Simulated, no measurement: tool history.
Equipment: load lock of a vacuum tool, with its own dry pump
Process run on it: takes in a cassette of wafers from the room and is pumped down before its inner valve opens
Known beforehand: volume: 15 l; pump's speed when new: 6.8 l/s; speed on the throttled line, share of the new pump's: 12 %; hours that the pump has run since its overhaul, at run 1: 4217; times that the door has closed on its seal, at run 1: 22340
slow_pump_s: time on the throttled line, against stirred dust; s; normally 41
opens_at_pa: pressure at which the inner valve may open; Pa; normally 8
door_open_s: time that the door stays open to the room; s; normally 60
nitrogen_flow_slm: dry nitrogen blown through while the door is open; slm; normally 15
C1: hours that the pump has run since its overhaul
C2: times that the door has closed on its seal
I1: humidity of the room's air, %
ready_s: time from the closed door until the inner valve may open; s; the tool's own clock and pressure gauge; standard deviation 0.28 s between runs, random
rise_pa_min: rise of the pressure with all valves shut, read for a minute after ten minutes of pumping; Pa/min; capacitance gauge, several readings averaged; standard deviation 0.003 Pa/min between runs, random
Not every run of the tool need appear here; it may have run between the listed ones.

run 1 hour=0.0 | slow_pump_s=41 opens_at_pa=8 door_open_s=60 nitrogen_flow_slm=15 | C1=4217 C2=22340 | I1=46.2 | ready_s=57.9 rise_pa_min=0.419
run 2 hour=78.1 | slow_pump_s=41 opens_at_pa=8 door_open_s=60 nitrogen_flow_slm=15 | C1=4295 C2=22650 | I1=43.5 | ready_s=58.2 rise_pa_min=0.428
run 3 hour=181.0 | slow_pump_s=41 opens_at_pa=8 door_open_s=60 nitrogen_flow_slm=15 | C1=4398 C2=23059 | I1=44.2 | ready_s=58.2 rise_pa_min=0.444
run 4 hour=243.8 | slow_pump_s=41 opens_at_pa=8 door_open_s=60 nitrogen_flow_slm=15 | C1=4461 C2=23308 | I1=42.7 | ready_s=59.1 rise_pa_min=0.440
run 5 hour=331.7 | slow_pump_s=41 opens_at_pa=8 door_open_s=60 nitrogen_flow_slm=15 | C1=4549 C2=23657 | I1=46.2 | ready_s=58.5 rise_pa_min=0.457
run 6 hour=427.0 | slow_pump_s=41 opens_at_pa=8 door_open_s=60 nitrogen_flow_slm=14 | C1=4644 C2=24036 | I1=45.2 | ready_s=58.3 rise_pa_min=0.470
-- hour=481.1 door's seal changed, seat wiped
run 7 hour=481.1 | slow_pump_s=41 opens_at_pa=8 door_open_s=60 nitrogen_flow_slm=14 | C1=4696 C2=0 | I1=46.3 | ready_s=58.2 rise_pa_min=0.042
run 8 hour=551.6 | slow_pump_s=41 opens_at_pa=8 door_open_s=60 nitrogen_flow_slm=15 | C1=4767 C2=280 | I1=44.6 | ready_s=58.3 rise_pa_min=0.044
run 9 hour=618.9 | slow_pump_s=41 opens_at_pa=8 door_open_s=60 nitrogen_flow_slm=15 | C1=4834 C2=547 | I1=46.2 | ready_s=58.5 rise_pa_min=0.043
run 10 hour=667.5 | slow_pump_s=41 opens_at_pa=13 door_open_s=60 nitrogen_flow_slm=15 | C1=4883 C2=740 | I1=49.0 | ready_s=57.0 rise_pa_min=0.044
run 11 hour=749.2 | slow_pump_s=41 opens_at_pa=8 door_open_s=60 nitrogen_flow_slm=15 | C1=4965 C2=1065 | I1=43.0 | ready_s=58.3 rise_pa_min=0.044
run 12 hour=854.1 | slow_pump_s=41 opens_at_pa=15 door_open_s=60 nitrogen_flow_slm=15 | C1=5070 C2=1482 | I1=45.3 | ready_s=57.5 rise_pa_min=0.049
run 13 hour=941.6 | slow_pump_s=41 opens_at_pa=8 door_open_s=60 nitrogen_flow_slm=15 | C1=5157 C2=1829 | I1=45.8 | ready_s=58.5 rise_pa_min=0.043
run 14 hour=1031.5 | slow_pump_s=41 opens_at_pa=8 door_open_s=60 nitrogen_flow_slm=15 | C1=5247 C2=2186 | I1=42.4 | ready_s=58.3 rise_pa_min=0.048
run 15 hour=1111.2 | slow_pump_s=41 opens_at_pa=8 door_open_s=60 nitrogen_flow_slm=15 | C1=5327 C2=2503 | I1=43.9 | ready_s=58.5 rise_pa_min=0.056
run 16 hour=1164.2 | slow_pump_s=55 opens_at_pa=8 door_open_s=60 nitrogen_flow_slm=15 | C1=5380 C2=2714 | I1=44.6 | ready_s=70.6 rise_pa_min=0.056
run 17 hour=1242.6 | slow_pump_s=41 opens_at_pa=8 door_open_s=60 nitrogen_flow_slm=15 | C1=5458 C2=3025 | I1=46.1 | ready_s=58.6 rise_pa_min=0.062
run 18 hour=1299.8 | slow_pump_s=41 opens_at_pa=8 door_open_s=60 nitrogen_flow_slm=15 | C1=5515 C2=3252 | I1=45.5 | ready_s=58.7 rise_pa_min=0.063
run 19 hour=1353.4 | slow_pump_s=41 opens_at_pa=8 door_open_s=60 nitrogen_flow_slm=15 | C1=5569 C2=3465 | I1=44.3 | ready_s=58.6 rise_pa_min=0.060
run 20 hour=1430.5 | slow_pump_s=41 opens_at_pa=13 door_open_s=40 nitrogen_flow_slm=15 | C1=5646 C2=3772 | I1=46.5 | ready_s=57.5 rise_pa_min=0.059
run 21 hour=1475.6 | slow_pump_s=41 opens_at_pa=13 door_open_s=40 nitrogen_flow_slm=15 | C1=5691 C2=3951 | I1=46.1 | ready_s=57.2 rise_pa_min=0.059
run 22 hour=1566.5 | slow_pump_s=41 opens_at_pa=8 door_open_s=26 nitrogen_flow_slm=33 | C1=5782 C2=4312 | I1=41.8 | ready_s=59.0 rise_pa_min=0.047
run 23 hour=1637.5 | slow_pump_s=34 opens_at_pa=7 door_open_s=82 nitrogen_flow_slm=24 | C1=5853 C2=4594 | I1=46.3 | ready_s=53.2 rise_pa_min=0.075
run 24 hour=1701.9 | slow_pump_s=31 opens_at_pa=15 door_open_s=60 nitrogen_flow_slm=15 | C1=5917 C2=4850 | I1=44.5 | ready_s=48.2 rise_pa_min=0.085
run 25 hour=1805.2 | slow_pump_s=77 opens_at_pa=14 door_open_s=60 nitrogen_flow_slm=43 | C1=6021 C2=5260 | I1=44.2 | ready_s=88.2 rise_pa_min=0.073
run 26 hour=1848.0 | slow_pump_s=23 opens_at_pa=14 door_open_s=29 nitrogen_flow_slm=43 | C1=6063 C2=5430 | I1=46.3 | ready_s=41.4 rise_pa_min=0.059
run 27 hour=1904.8 | slow_pump_s=71 opens_at_pa=15 door_open_s=29 nitrogen_flow_slm=39 | C1=6120 C2=5656 | I1=47.4 | ready_s=83.4 rise_pa_min=0.062
run 28 hour=1952.9 | slow_pump_s=23 opens_at_pa=9 door_open_s=55 nitrogen_flow_slm=27 | C1=6168 C2=5847 | I1=42.3 | ready_s=42.7 rise_pa_min=0.070
run 29 hour=2028.8 | slow_pump_s=41 opens_at_pa=9 door_open_s=35 nitrogen_flow_slm=4 | C1=6244 C2=6149 | I1=46.7 | ready_s=58.5 rise_pa_min=0.092
run 30 hour=2106.6 | slow_pump_s=20 opens_at_pa=11 door_open_s=28 nitrogen_flow_slm=5 | C1=6322 C2=6457 | I1=41.4 | ready_s=39.8 rise_pa_min=0.089
run 31 hour=2169.4 | slow_pump_s=66 opens_at_pa=14 door_open_s=36 nitrogen_flow_slm=5 | C1=6385 C2=6707 | I1=43.5 | ready_s=78.6 rise_pa_min=0.096
run 32 hour=2266.5 | slow_pump_s=66 opens_at_pa=14 door_open_s=36 nitrogen_flow_slm=5 | C1=6482 C2=7093 | I1=43.2 | ready_s=79.0 rise_pa_min=0.100
run 33 hour=2338.5 | slow_pump_s=73 opens_at_pa=6 door_open_s=50 nitrogen_flow_slm=5 | C1=6554 C2=7379 | I1=44.5 | ready_s=87.0 rise_pa_min=0.112
run 34 hour=2389.7 | slow_pump_s=73 opens_at_pa=6 door_open_s=50 nitrogen_flow_slm=5 | C1=6605 C2=7582 | I1=42.8 | ready_s=87.2 rise_pa_min=0.119
run 35 hour=2474.2 | slow_pump_s=25 opens_at_pa=8 door_open_s=60 nitrogen_flow_slm=15 | C1=6690 C2=7918 | I1=43.5 | ready_s=44.2 rise_pa_min=0.110
run 36 hour=2554.8 | slow_pump_s=41 opens_at_pa=12 door_open_s=219 nitrogen_flow_slm=13 | C1=6770 C2=8238 | I1=47.3 | ready_s=57.5 rise_pa_min=0.164

The logged runs with the hidden state left out (each run's random variation unchanged):
The tool's hidden condition here consists of: pump's speed, % of a new pump's; leak at the door's seal, Pa l/s; drift of the gauge itself on ready_s, %; drift of the gauge itself on rise_pa_min, %.
run=1 ready_s=56.9 rise_pa_min=0.039
run=2 ready_s=57.3 rise_pa_min=0.036
run=3 ready_s=57.2 rise_pa_min=0.034
run=4 ready_s=58.1 rise_pa_min=0.037
run=5 ready_s=57.5 rise_pa_min=0.034
run=6 ready_s=57.2 rise_pa_min=0.041
run=7 ready_s=57.2 rise_pa_min=0.041
run=8 ready_s=57.2 rise_pa_min=0.041
run=9 ready_s=57.4 rise_pa_min=0.039
run=10 ready_s=56.0 rise_pa_min=0.039
run=11 ready_s=57.2 rise_pa_min=0.036
run=12 ready_s=56.4 rise_pa_min=0.039
run=13 ready_s=57.3 rise_pa_min=0.031
run=14 ready_s=57.1 rise_pa_min=0.033
run=15 ready_s=57.3 rise_pa_min=0.039
run=16 ready_s=69.5 rise_pa_min=0.037
run=17 ready_s=57.4 rise_pa_min=0.041
run=18 ready_s=57.5 rise_pa_min=0.038
run=19 ready_s=57.3 rise_pa_min=0.035
run=20 ready_s=56.3 rise_pa_min=0.030
run=21 ready_s=56.0 rise_pa_min=0.029
run=22 ready_s=57.6 rise_pa_min=0.013
run=23 ready_s=51.7 rise_pa_min=0.038
run=24 ready_s=46.9 rise_pa_min=0.045
run=25 ready_s=87.4 rise_pa_min=0.030
run=26 ready_s=39.9 rise_pa_min=0.014
run=27 ready_s=82.5 rise_pa_min=0.014
run=28 ready_s=41.2 rise_pa_min=0.020
run=29 ready_s=57.2 rise_pa_min=0.040
run=30 ready_s=38.2 rise_pa_min=0.032
run=31 ready_s=77.5 rise_pa_min=0.035
run=32 ready_s=77.9 rise_pa_min=0.036
run=33 ready_s=85.8 rise_pa_min=0.045
run=34 ready_s=86.0 rise_pa_min=0.048
run=35 ready_s=42.5 rise_pa_min=0.035
run=36 ready_s=56.1 rise_pa_min=0.084
